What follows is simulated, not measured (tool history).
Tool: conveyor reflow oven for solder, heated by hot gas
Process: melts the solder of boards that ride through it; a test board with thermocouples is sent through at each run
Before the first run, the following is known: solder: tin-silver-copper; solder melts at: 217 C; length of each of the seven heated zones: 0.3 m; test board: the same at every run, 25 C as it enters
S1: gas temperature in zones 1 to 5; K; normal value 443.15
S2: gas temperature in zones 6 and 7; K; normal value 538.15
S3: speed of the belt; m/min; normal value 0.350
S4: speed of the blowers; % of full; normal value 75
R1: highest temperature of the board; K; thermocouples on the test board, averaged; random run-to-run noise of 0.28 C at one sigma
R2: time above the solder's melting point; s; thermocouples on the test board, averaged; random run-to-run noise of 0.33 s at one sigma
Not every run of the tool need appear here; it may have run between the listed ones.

| run | hour | S1 | S2 | S3 | S4 | R1 | R2 |
|---|---|---|---|---|---|---|---|
| 1 | 0.0 | 443.15 | 538.15 | 0.350 | 75 | 523.55 | 75.1 |
| 2 | 50.6 | 443.15 | 538.15 | 0.350 | 75 | 523.85 | 74.7 |
| 3 | 74.2 | 443.15 | 538.15 | 0.350 | 75 | 523.95 | 74.6 |
| 4 | 127.3 | 443.15 | 538.15 | 0.350 | 75 | 524.25 | 75.4 |
| 5 | 169.4 | 443.15 | 538.15 | 0.350 | 75 | 524.05 | 75.1 |
|  | 208.5 | flux residue cleaned out of gas plates and filters |
| 6 | 211.2 | 443.15 | 538.15 | 0.350 | 75 | 524.45 | 75.4 |
| 7 | 253.1 | 443.15 | 538.15 | 0.350 | 75 | 524.35 | 74.9 |
|  | 261.9 | belt drive overhauled, speed set with a stopwatch |
| 8 | 298.5 | 443.15 | 538.15 | 0.350 | 75 | 524.75 | 74.6 |
| 9 | 345.8 | 443.15 | 538.15 | 0.350 | 75 | 524.25 | 74.7 |
|  | 380.1 | thermocouples of zones 6 and 7 changed |
| 10 | 399.2 | 443.15 | 538.15 | 0.350 | 75 | 524.15 | 75.6 |
| 11 | 446.5 | 443.15 | 538.15 | 0.350 | 75 | 524.75 | 75.3 |
| 12 | 479.9 | 443.15 | 538.15 | 0.350 | 75 | 524.45 | 75.1 |
|  | 510.9 | flux residue cleaned out of gas plates and filters |
| 13 | 525.3 | 443.15 | 538.15 | 0.350 | 75 | 524.25 | 74.8 |
| 14 | 578.3 | 443.15 | 538.15 | 0.350 | 75 | 523.95 | 74.7 |
| 15 | 623.8 | 443.15 | 538.15 | 0.350 | 75 | 524.15 | 74.3 |
| 16 | 648.7 | 443.15 | 538.15 | 0.350 | 75 | 524.25 | 74.4 |
| 17 | 679.2 | 443.15 | 538.15 | 0.350 | 75 | 524.65 | 74.6 |
| 18 | 728.4 | 443.15 | 538.15 | 0.350 | 80 | 524.85 | 76.0 |
| 19 | 766.8 | 443.15 | 538.15 | 0.350 | 80 | 525.15 | 76.2 |
|  | 810.2 | flux residue cleaned out of gas plates and filters |
| 20 | 815.6 | 443.15 | 538.15 | 0.350 | 80 | 525.35 | 76.7 |
| 21 | 856.0 | 443.15 | 538.15 | 0.350 | 80 | 524.85 | 75.8 |
| 22 | 902.1 | 443.15 | 538.15 | 0.350 | 73 | 523.35 | 73.7 |
| 23 | 954.9 | 443.15 | 538.15 | 0.350 | 73 | 523.55 | 74.7 |
| 24 | 984.2 | 451.15 | 531.15 | 0.350 | 61 | 517.05 | 69.7 |
| 25 | 1011.5 | 451.15 | 531.15 | 0.350 | 78 | 519.45 | 74.6 |
| 26 | 1047.4 | 444.15 | 531.15 | 0.361 | 82 | 517.95 | 67.2 |
| 27 | 1080.0 | 444.15 | 531.15 | 0.361 | 82 | 518.25 | 67.3 |
|  | 1106.8 | flux residue cleaned out of gas plates and filters |
| 28 | 1130.3 | 444.15 | 531.15 | 0.361 | 82 | 518.95 | 67.1 |
| 29 | 1182.7 | 444.15 | 531.15 | 0.361 | 82 | 517.95 | 67.8 |
| 30 | 1230.8 | 444.15 | 531.15 | 0.361 | 82 | 518.55 | 67.7 |
| 31 | 1255.1 | 443.15 | 538.15 | 0.325 | 75 | 526.35 | 84.0 |

3 options for the next run, each taken on its own from the tool as it stands now. Forecast them:
| A | 1279.8 | 440.15 | 538.15 | 0.320 | 58 | ? | ? |
| B | 1279.8 | 443.15 | 543.15 | 0.350 | 75 | ? | ? |
| C | 1279.8 | 432.15 | 538.15 | 0.401 | 70 | ? | ? |

| run | R1 | R2 |
|---|---|---|
| A | 523.25 | 78.7 |
| B | 529.05 | 79.0 |
| C | 516.45 | 51.2 |
With no hidden state in the tool, these same runs would have given:
| run | R1 | R2 |
|---|---|---|
| A | 523.25 | 78.7 |
| B | 529.15 | 79.0 |
| C | 516.55 | 51.2 |
